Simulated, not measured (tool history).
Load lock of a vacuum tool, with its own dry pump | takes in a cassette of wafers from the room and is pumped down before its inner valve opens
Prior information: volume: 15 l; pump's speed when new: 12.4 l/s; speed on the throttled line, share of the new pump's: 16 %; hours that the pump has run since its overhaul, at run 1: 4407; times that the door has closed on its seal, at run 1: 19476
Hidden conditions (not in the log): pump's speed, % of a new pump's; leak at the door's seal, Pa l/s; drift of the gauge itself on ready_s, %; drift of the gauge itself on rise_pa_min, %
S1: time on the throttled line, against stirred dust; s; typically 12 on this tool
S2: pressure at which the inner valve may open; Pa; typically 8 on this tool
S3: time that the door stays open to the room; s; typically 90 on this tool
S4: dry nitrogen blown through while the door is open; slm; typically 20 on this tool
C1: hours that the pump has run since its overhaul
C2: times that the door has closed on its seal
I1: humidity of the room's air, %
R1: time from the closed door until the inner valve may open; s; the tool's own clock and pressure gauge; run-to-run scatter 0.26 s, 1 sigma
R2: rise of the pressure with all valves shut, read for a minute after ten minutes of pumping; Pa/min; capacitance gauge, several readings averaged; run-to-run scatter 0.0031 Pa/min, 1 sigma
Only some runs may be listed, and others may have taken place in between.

run,hour,S1,S2,S3,S4,C1,C2,I1,R1,R2
1,0,12,8,90,20,4407,19476,45.2,21.5,0.055
2,81,12,8,90,20,4488,19749,48.7,21.3,0.062
3,155.2,12,10,90,20,4562,19998,47.1,21.7,0.061
4,210.7,12,10,90,20,4617,20185,43.2,20.9,0.059
5,299.1,12,8,90,20,4706,20482,49.1,22.1,0.063
6,387.1,12,8,90,20,4794,20778,47,21.7,0.061
7,452.1,12,8,90,20,4859,20997,46.4,21.3,0.063
8,541.2,12,8,90,20,4948,21296,45,21.8,0.053
9,612.1,12,8,90,34,5019,21535,47.7,21.4,0.048
10,694.9,12,8,90,34,5102,21813,44.7,21.7,0.043
11,771.9,12,8,39,20,5179,22072,48.1,21.8,0.049
12,900.7,12,8,39,20,5307,22506,47.7,21.7,0.051
13,1005.2,12,7,222,20,5412,22857,47.6,21.8,0.072
14,1078.5,12,7,222,20,5485,23104,41.5,22.3,0.069
15,1169.5,8,8,25,16,5576,23410,47.5,18,0.048
16,1285.2,8,8,25,16,5692,23799,43.9,18.1,0.046
17,1399.9,8,8,134,20,5807,24185,45.1,18.1,0.067
18,1460.3,8,8,134,20,5867,24388,44.4,18.7,0.07
19,1537.5,19,11,64,5,5944,24647,45,27.6,0.081

Branching from run 19: 4 alternative next runs. What would each branch give?
A,1652.7,20,11,64,12,6059,25035,44.5,?,?
B,1652.7,20,8,90,20,6059,25035,43.9,?,?
C,1652.7,6,7,64,19,6059,25035,41.7,?,?
D,1652.7,12,14,90,20,6059,25035,46.7,?,?

run,R1,R2
A,28,0.067
B,28.4,0.061
C,17.2,0.049
D,21.6,0.055
Without the tool's unlogged condition, the same runs would have read:
run,R1,R2
A,28,0.066
B,28.4,0.06
C,17.2,0.049
D,21.6,0.055
